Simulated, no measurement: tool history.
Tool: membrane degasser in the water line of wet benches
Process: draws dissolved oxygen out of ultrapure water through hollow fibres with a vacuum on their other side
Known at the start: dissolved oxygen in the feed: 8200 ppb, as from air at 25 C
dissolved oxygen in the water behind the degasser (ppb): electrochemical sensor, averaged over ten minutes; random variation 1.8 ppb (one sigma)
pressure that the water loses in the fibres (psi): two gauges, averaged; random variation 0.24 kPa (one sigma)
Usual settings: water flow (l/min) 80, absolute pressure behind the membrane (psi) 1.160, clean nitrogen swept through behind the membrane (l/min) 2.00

run     day  water flow (l/min)  absolute pressure behind the membrane (psi)  clean nitrogen swept through behind the membrane (l/min)  dissolved oxygen in the water behind the degasser (ppb)  pressure that the water loses in the fibres (psi)
  1   0.000                  80                                        1.160                                                      2.00                                                    388.0                                              9.214
  2   3.633                  49                                        1.160                                                      2.00                                                    255.0                                              5.603
  3   8.883                  49                                        1.160                                                      2.00                                                    257.6                                              5.587
  4  13.054                  49                                        1.946                                                      2.00                                                    517.6                                              5.651
  5  18.396                  80                                        1.160                                                      2.00                                                    390.7                                              9.269
  6  21.562                  80                                        1.160                                                      4.67                                                    199.0                                              9.275
  7  26.458                  80                                        1.160                                                      3.31                                                    263.7                                              9.280
  8  29.212                  80                                        1.160                                                      2.00                                                    391.8                                              9.233
  9  34.788                  80                                        1.160                                                      2.00                                                    398.7                                              9.203
 10  39.625                  76                                        1.017                                                      5.63                                                    133.8                                              8.837
 11  43.375                  49                                        2.838                                                      2.17                                                    764.8                                              5.665
 12  49.133                  49                                        2.838                                                      1.39                                                   1076.5                                              5.730
 13  53.275                  49                                        2.838                                                      1.39                                                   1068.5                                              5.690
 14  59.196                 102                                        1.160                                                      0.97                                                    771.7                                             11.816
 15  63.762                  81                                        1.160                                                      1.00                                                    649.1                                              9.513
 16  70.100                  80                                        0.886                                                      2.00                                                    257.3                                              9.320

4 ways to go on from here, each from the tool as it stands after run 16. What would each give?
  A  73.738                  80                                        0.818                                                      2.00                                                        ?                                                  ?
  B  73.738                  49                                        1.160                                                      2.00                                                        ?                                                  ?
  C  73.738                  58                                        0.886                                                      3.95                                                        ?                                                  ?
  D  73.738                 113                                        0.886                                                      2.00                                                        ?                                                  ?

run  dissolved oxygen in the water behind the degasser (ppb)  pressure that the water loses in the fibres (psi)
  A                                                    222.4                                              9.411
  B                                                    265.2                                              5.736
  C                                                    109.7                                              6.785
  D                                                    349.3                                             13.152
Without the tool's hidden state the same runs would have given:
run  dissolved oxygen in the water behind the degasser (ppb)  pressure that the water loses in the fibres (psi)
  A                                                    201.6                                              8.942
  B                                                    252.9                                              5.449
  C                                                    100.8                                              6.444
  D                                                    319.7                                             12.494
